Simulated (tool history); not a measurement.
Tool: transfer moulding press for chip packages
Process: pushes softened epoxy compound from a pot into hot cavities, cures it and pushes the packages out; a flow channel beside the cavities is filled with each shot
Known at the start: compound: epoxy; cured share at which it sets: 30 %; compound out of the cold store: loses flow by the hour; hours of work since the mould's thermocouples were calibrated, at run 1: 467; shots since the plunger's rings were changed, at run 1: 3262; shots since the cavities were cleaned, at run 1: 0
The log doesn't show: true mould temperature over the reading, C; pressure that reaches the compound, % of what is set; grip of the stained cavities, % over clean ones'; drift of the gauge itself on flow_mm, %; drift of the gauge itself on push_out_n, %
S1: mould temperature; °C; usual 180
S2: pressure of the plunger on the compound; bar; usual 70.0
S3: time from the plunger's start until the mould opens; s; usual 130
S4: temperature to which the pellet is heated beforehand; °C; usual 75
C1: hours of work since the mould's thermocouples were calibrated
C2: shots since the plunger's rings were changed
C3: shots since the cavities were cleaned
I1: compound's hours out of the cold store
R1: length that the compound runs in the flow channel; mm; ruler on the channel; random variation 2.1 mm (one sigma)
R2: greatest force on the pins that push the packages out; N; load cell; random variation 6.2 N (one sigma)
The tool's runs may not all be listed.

run     day   S1    S2   S3  S4   C1    C2    C3    I1   R1   R2
  1   0.000  180  70.0  130  75  467  3262     0  11.0  600  244
  2   0.342  180  70.0  130  75  473  3345    83  31.0  570  265
  3   0.908  180  70.0  130  75  482  3483   221  25.7  579  333
  4   1.417  180  70.0  118  75  491  3606   344  13.3  594  435
  5   2.100  180  70.0  130  75  502  3774   512  28.5  576  411
  6   2.671  180  70.0  131  75  512  3912   650  31.5  567  421
      3.104  -- mould's thermocouples calibrated
  7   3.371  180  70.0  131  75    4  4062   800  16.2  585  453
  8   3.817  180  70.0  131  75   12  4171   909  29.0  567  477
  9   4.521  180  70.0  131  75   24  4343  1081  34.6  560  471
      5.075  -- cavities cleaned with cleaning compound and waxed
 10   5.083  180  70.0  131  75   32  4464     2  45.3  549  233
 11   5.704  174  70.0  131  75   43  4615   153  31.4  583  422
 12   6.083  174  70.0  131  75   49  4708   246  23.2  596  482
 13   6.750  181  63.3  160  72   60  4870   408  25.1  542  344
 14   7.183  174  86.4  160  75   67  4976   514  22.8  659  429
 15   7.667  187  86.4  136  80   75  5093   631  26.4  606  356
 16   8.229  187  86.4  136  80   85  5230   768  30.2  601  383
 17   8.617  187  86.4  136  80   91  5325   863  33.9  595  385
      8.958  -- plunger's sealing rings changed
 18   9.417  180  70.0  130  85  103   111  1032  31.8  592  462
 19   9.750  184  58.9  118  83  109   192  1113  43.7  524  447
     10.150  -- cavities cleaned with cleaning compound and waxed
 20  10.433  184  58.9  118  83  119   343    69  34.8  531  257

The next listed run, before its measurement:
 21  10.971  180  70.0  165  75  128  474  200  36.2   ?   ?

{"run 21": {"R1": 589, "R2": 282}}
Without the tool's hidden state the same run would have given R1 594 mm, R2 203 N.
